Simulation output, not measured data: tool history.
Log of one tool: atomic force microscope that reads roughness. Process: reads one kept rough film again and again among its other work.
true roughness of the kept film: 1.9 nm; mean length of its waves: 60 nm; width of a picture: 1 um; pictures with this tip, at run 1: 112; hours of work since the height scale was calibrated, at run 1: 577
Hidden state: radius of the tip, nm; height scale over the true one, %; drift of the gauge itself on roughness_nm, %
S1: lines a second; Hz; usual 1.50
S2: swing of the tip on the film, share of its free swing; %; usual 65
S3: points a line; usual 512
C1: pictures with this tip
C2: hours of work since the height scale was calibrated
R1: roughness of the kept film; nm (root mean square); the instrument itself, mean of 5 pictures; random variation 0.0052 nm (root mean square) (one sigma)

{"run": 1, "hour": 0.0, "S1": 1.5, "S2": 65, "S3": 512, "C1": 112, "C2": 577, "R1": 1.707}
{"run": 2, "hour": 38.9, "S1": 1.5, "S2": 65, "S3": 512, "C1": 165, "C2": 606, "R1": 1.7}
{"run": 3, "hour": 78.9, "S1": 1.5, "S2": 65, "S3": 512, "C1": 220, "C2": 635, "R1": 1.683}
{"run": 4, "hour": 116.4, "S1": 1.5, "S2": 71, "S3": 512, "C1": 271, "C2": 662, "R1": 1.634}
{"hour": 120.3, "done": "height scale calibrated on a step standard"}
{"run": 5, "hour": 161.3, "S1": 1.5, "S2": 65, "S3": 512, "C1": 331, "C2": 30, "R1": 1.671}
{"hour": 185.3, "done": "height scale calibrated on a step standard, once more"}
{"hour": 185.8, "done": "new tip fitted"}
{"run": 6, "hour": 188.4, "S1": 1.0, "S2": 61, "S3": 463, "C1": 4, "C2": 2, "R1": 1.791}
{"run": 7, "hour": 208.5, "S1": 1.0, "S2": 61, "S3": 275, "C1": 31, "C2": 17, "R1": 1.773}
{"run": 8, "hour": 241.8, "S1": 1.0, "S2": 61, "S3": 275, "C1": 76, "C2": 41, "R1": 1.776}
{"run": 9, "hour": 277.1, "S1": 3.16, "S2": 73, "S3": 691, "C1": 124, "C2": 67, "R1": 1.487}
{"run": 10, "hour": 319.2, "S1": 1.25, "S2": 83, "S3": 446, "C1": 182, "C2": 97, "R1": 1.575}

Hidden state or all else? Some run-to-run changes of R1, split into what the settings, what came in and random variation would give without the hidden state, and what is left for the hidden state (with any gauge scatter that isn't in both results):
Run 5 -> 6: S1 1.50 -> 1.00, S2 65 -> 61, S3 512 -> 463, height scale calibrated on a step standard, once more, new tip fitted. R1 +0.120 nm (root mean square): hidden state +0.064, all else +0.056.
Run 8 -> 9: S1 1.00 -> 3.16, S2 61 -> 73, S3 275 -> 691. R1 -0.289 nm (root mean square): hidden state -0.005, all else -0.284.
